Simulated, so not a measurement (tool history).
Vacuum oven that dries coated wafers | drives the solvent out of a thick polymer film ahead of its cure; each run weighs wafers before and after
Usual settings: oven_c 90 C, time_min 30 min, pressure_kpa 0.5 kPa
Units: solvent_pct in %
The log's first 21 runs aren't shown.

run,hour,oven_c,time_min,pressure_kpa,solvent_pct
22,1850.4,90,30,0.5,1.44
23,1965.5,90,30,0.665,1.57
24,2083.5,88,30,1.618,2.67
25,2206.7,97,30,1.618,1.18
26,2291.5,96,48,0.357,0.39
27,2355.6,87,20,0.695,4.2
28,2416.3,80,35,0.391,3.69
29,2478.3,80,35,0.391,3.7

Forecast run 30:
30,2534,80,35,1.856,?

{"run 30": {"solvent_pct": 4.97}}
Without the tool's hidden state the same run would have given solvent_pct 5.05 %.
